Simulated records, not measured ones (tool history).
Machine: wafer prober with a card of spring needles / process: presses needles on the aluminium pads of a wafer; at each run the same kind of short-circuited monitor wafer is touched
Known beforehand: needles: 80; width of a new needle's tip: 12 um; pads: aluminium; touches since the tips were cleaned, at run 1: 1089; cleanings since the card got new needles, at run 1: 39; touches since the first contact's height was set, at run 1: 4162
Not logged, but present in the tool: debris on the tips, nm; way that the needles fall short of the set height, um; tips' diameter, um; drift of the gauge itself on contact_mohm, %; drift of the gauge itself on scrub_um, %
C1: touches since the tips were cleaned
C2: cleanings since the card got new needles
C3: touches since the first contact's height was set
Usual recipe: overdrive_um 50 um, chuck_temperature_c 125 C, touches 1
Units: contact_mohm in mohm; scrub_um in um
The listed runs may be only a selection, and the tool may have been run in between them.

Run 1, hour 0.0: usual settings; C1 1089; C2 39; C3 4162. Result: contact_mohm 351 mohm, scrub_um 6.34 um.
At hour 5.5: tips cleaned on abrasive film.
Run 2, hour 8.4: usual settings; C1 1278; C2 40; C3 7880. Result: contact_mohm 356 mohm, scrub_um 6.37 um.
At hour 12.7: tips cleaned on abrasive film.
Run 3, hour 18.4: usual settings; C1 2573; C2 41; C3 12378. Result: contact_mohm 383 mohm, scrub_um 6.34 um.
At hour 20.2: tips cleaned on abrasive film.
At hour 27.4: tips cleaned on abrasive film.
Run 4, hour 27.8: usual settings; C1 200; C2 43; C3 16503. Result: contact_mohm 310 mohm, scrub_um 6.31 um.
At hour 34.7: tips cleaned on abrasive film.
Run 5, hour 35.0: usual settings; C1 137; C2 44; C3 19725. Result: contact_mohm 317 mohm, scrub_um 6.32 um.
At hour 42.6: tips cleaned on abrasive film.
Run 6, hour 43.2: usual settings; C1 287; C2 45; C3 23352. Result: contact_mohm 323 mohm, scrub_um 6.31 um.
At hour 49.8: tips cleaned on abrasive film.
Run 7, hour 52.9: usual settings; C1 1371; C2 46; C3 27658. Result: contact_mohm 353 mohm, scrub_um 6.36 um.
At hour 57.4: tips cleaned on abrasive film.
Run 8, hour 58.8: usual settings but touches 2; C1 642; C2 47; C3 30299. Result: contact_mohm 327 mohm, scrub_um 6.28 um.
At hour 64.7: tips cleaned on abrasive film.
Run 9, hour 69.0: usual settings but touches 2; C1 1940; C2 48; C3 34830. Result: contact_mohm 342 mohm, scrub_um 6.34 um.
At hour 71.8: tips cleaned on abrasive film.
At hour 79.3: tips cleaned on abrasive film.
Run 10, hour 79.3: usual settings but touches 2; C1 0; C2 50; C3 39369. Result: contact_mohm 307 mohm, scrub_um 6.29 um.
At hour 86.6: tips cleaned on abrasive film.
Run 11, hour 90.3: usual settings but touches 2; C1 1676; C2 51; C3 44315. Result: contact_mohm 347 mohm, scrub_um 6.32 um.
At hour 94.1: tips cleaned on abrasive film.
At hour 101.8: tips cleaned on abrasive film.
Run 12, hour 102.8: usual settings but chuck_temperature_c 91 C; C1 438; C2 53; C3 49850. Result: contact_mohm 312 mohm, scrub_um 6.28 um.
At hour 109.2: tips cleaned on abrasive film.
Run 13, hour 110.8: usual settings but chuck_temperature_c 91 C; C1 701; C2 54; C3 53384. Result: contact_mohm 327 mohm, scrub_um 6.26 um.
At hour 116.9: tips cleaned on abrasive film.
Run 14, hour 118.9: usual settings but chuck_temperature_c 91 C; C1 911; C2 55; C3 57009. Result: contact_mohm 333 mohm, scrub_um 6.25 um.
At hour 124.4: tips cleaned on abrasive film.
Run 15, hour 129.6: usual settings but chuck_temperature_c 91 C; C1 2341; C2 56; C3 61764. Result: contact_mohm 373 mohm, scrub_um 6.26 um.
At hour 131.6: tips cleaned on abrasive film.
At hour 139.7: tips cleaned on abrasive film.
Run 16, hour 141.1: usual settings but chuck_temperature_c 91 C; C1 631; C2 58; C3 66868. Result: contact_mohm 327 mohm, scrub_um 6.25 um.
At hour 147.1: tips cleaned on abrasive film.
Run 17, hour 149.6: usual settings but chuck_temperature_c 91 C; C1 1110; C2 59; C3 70642. Result: contact_mohm 346 mohm, scrub_um 6.29 um.
At hour 154.5: tips cleaned on abrasive film.
Run 18, hour 159.5: usual settings but chuck_temperature_c 91 C; C1 2265; C2 60; C3 75086. Result: contact_mohm 378 mohm, scrub_um 6.24 um.
At hour 162.1: tips cleaned on abrasive film.
Run 19, hour 168.8: usual settings but chuck_temperature_c 91 C; C1 3024; C2 61; C3 79218. Result: contact_mohm 391 mohm, scrub_um 6.23 um.
At hour 169.8: tips cleaned on abrasive film.
At hour 177.0: tips cleaned on abrasive film.
Run 20, hour 182.1: usual settings but chuck_temperature_c 52 C; C1 2314; C2 63; C3 85110. Result: contact_mohm 369 mohm, scrub_um 6.18 um.
At hour 184.5: tips cleaned on abrasive film.
At hour 192.3: tips cleaned on abrasive film.
Run 21, hour 195.1: usual settings but chuck_temperature_c 52 C; C1 1242; C2 65; C3 90860. Result: contact_mohm 341 mohm, scrub_um 6.18 um.
At hour 199.3: tips cleaned on abrasive film.
At hour 207.1: tips cleaned on abrasive film.
Run 22, hour 207.1: usual settings but chuck_temperature_c 72 C, touches 2; C1 0; C2 67; C3 96198. Result: contact_mohm 297 mohm, scrub_um 6.15 um.
At hour 214.5: tips cleaned on abrasive film.
At hour 221.5: tips cleaned on abrasive film.
Run 23, hour 221.7: usual settings but chuck_temperature_c 72 C, touches 2; C1 50; C2 69; C3 102665. Result: contact_mohm 296 mohm, scrub_um 6.16 um.
At hour 228.9: tips cleaned on abrasive film.
Run 24, hour 229.0: usual settings but overdrive_um 40 um, chuck_temperature_c 51 C; C1 33; C2 70; C3 105915. Result: contact_mohm 300 mohm, scrub_um 4.90 um.
At hour 236.0: tips cleaned on abrasive film.
Run 25, hour 242.2: usual settings but chuck_temperature_c 32 C, touches 2; C1 2774; C2 71; C3 111809. Result: contact_mohm 335 mohm, scrub_um 6.14 um.
At hour 243.6: tips cleaned on abrasive film.
At hour 251.3: tips cleaned on abrasive film.
Run 26, hour 251.7: usual settings but overdrive_um 62 um, chuck_temperature_c 56 C, touches 2; C1 189; C2 73; C3 116004. Result: contact_mohm 285 mohm, scrub_um 7.67 um.
At hour 258.6: tips cleaned on abrasive film.
Run 27, hour 264.3: usual settings but overdrive_um 62 um, chuck_temperature_c 56 C, touches 2; C1 2558; C2 74; C3 121635. Result: contact_mohm 314 mohm, scrub_um 7.70 um.
At hour 266.3: tips cleaned on abrasive film.
At hour 273.3: tips cleaned on abrasive film.
At hour 273.6: height of the first contact set anew.
Run 28, hour 274.5: usual settings but overdrive_um 66 um, chuck_temperature_c 56 C, touches 2; C1 406; C2 76; C3 406. Result: contact_mohm 284 mohm, scrub_um 8.37 um.
At hour 281.5: tips cleaned on abrasive film.
Run 29, hour 285.2: usual settings but overdrive_um 66 um, chuck_temperature_c 56 C, touches 2; C1 1676; C2 77; C3 5173. Result: contact_mohm 298 mohm, scrub_um 8.39 um.
At hour 289.5: tips cleaned on abrasive film.
At hour 297.0: tips cleaned on abrasive film.
Run 30, hour 297.4: usual settings but overdrive_um 66 um, chuck_temperature_c 56 C, touches 2; C1 182; C2 79; C3 10570. Result: contact_mohm 283 mohm, scrub_um 8.40 um.
At hour 304.5: tips cleaned on abrasive film.
Run 31, hour 304.5: usual settings but overdrive_um 66 um, chuck_temperature_c 56 C, touches 2; C1 0; C2 80; C3 13754. Result: contact_mohm 277 mohm, scrub_um 8.42 um.
At hour 311.8: tips cleaned on abrasive film.
At hour 319.0: tips cleaned on abrasive film.
Run 32, hour 319.0: usual settings but overdrive_um 66 um, chuck_temperature_c 56 C, touches 2; C1 0; C2 82; C3 20187. Result: contact_mohm 281 mohm, scrub_um 8.39 um.

Below are 3 alternative next runs, each starting from the tool's condition after run 32. Predict each:
Run A, hour 325.7: usual settings but chuck_temperature_c 42 C; C1 2984; C2 82; C3 23171. Result: contact_mohm ?, scrub_um ?.
Run B, hour 325.7: usual settings but overdrive_um 66 um, chuck_temperature_c 95 C; C1 2984; C2 82; C3 23171. Result: contact_mohm ?, scrub_um ?.
Run C, hour 325.7: usual settings but overdrive_um 65 um, chuck_temperature_c 117 C; C1 2984; C2 82; C3 23171. Result: contact_mohm ?, scrub_um ?.

run  contact_mohm  scrub_um
  A           386      6.38
  B           352      8.35
  C           357      8.23
What these runs would have given with no unlogged condition in the tool:
run  contact_mohm  scrub_um
  A           278      6.42
  B           289      8.39
  C           295      8.27
